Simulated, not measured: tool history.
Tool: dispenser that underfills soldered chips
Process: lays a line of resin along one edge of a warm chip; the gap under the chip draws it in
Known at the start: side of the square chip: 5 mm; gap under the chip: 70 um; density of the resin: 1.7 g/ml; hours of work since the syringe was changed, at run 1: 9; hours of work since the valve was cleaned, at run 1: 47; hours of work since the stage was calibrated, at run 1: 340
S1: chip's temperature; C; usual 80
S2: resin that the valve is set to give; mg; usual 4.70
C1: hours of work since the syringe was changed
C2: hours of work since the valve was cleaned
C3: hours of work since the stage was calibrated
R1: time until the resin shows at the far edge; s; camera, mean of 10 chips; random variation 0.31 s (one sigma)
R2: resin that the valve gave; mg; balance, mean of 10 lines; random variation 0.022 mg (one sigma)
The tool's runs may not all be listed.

run	hour	S1	S2	C1	C2	C3	R1	R2
1	0.0	80	4.70	9	47	340	13.3	4.49
# hour 1.0: new syringe of resin
2	9.5	80	5.18	6	53	346	11.4	4.92
# hour 14.5: new syringe of resin
# hour 15.5: dispensing valve cleaned and set on the balance
3	19.3	79	4.70	3	3	352	11.5	4.69
# hour 29.0: new syringe of resin
4	29.0	79	4.70	0	9	359	9.8	4.66
5	34.8	80	4.70	4	14	363	11.5	4.67
# hour 43.1: new syringe of resin
6	45.8	80	4.70	2	21	371	10.6	4.62
7	54.7	80	4.70	8	28	377	12.6	4.56
# hour 57.5: new syringe of resin
8	67.2	80	4.70	7	36	386	12.6	4.52
# hour 71.3: new syringe of resin
9	77.5	80	5.97	4	43	393	11.5	5.80
# hour 84.7: new syringe of resin
10	85.0	80	5.97	0	49	398	10.1	5.75
11	95.1	80	4.70	7	56	405	12.7	4.48
# hour 96.7: dispensing valve cleaned and set on the balance
# hour 99.2: new syringe of resin
12	107.4	89	5.12	6	7	413	7.9	5.06
# hour 113.3: new syringe of resin
13	116.6	69	5.12	2	14	419	18.3	5.03
14	125.7	69	5.12	9	20	426	23.1	5.03
# hour 127.0: new syringe of resin
15	138.0	69	5.12	8	29	435	22.2	4.98

Run 16 comes next. What will it give?
# hour 140.7: new syringe of resin
16	149.9	69	5.12	7	37	443	?	?

{"run 16": {"R1": 21.4, "R2": 4.89}}
Without the tool's hidden state the same run would have given R1 14.6 s, R2 5.07 mg.

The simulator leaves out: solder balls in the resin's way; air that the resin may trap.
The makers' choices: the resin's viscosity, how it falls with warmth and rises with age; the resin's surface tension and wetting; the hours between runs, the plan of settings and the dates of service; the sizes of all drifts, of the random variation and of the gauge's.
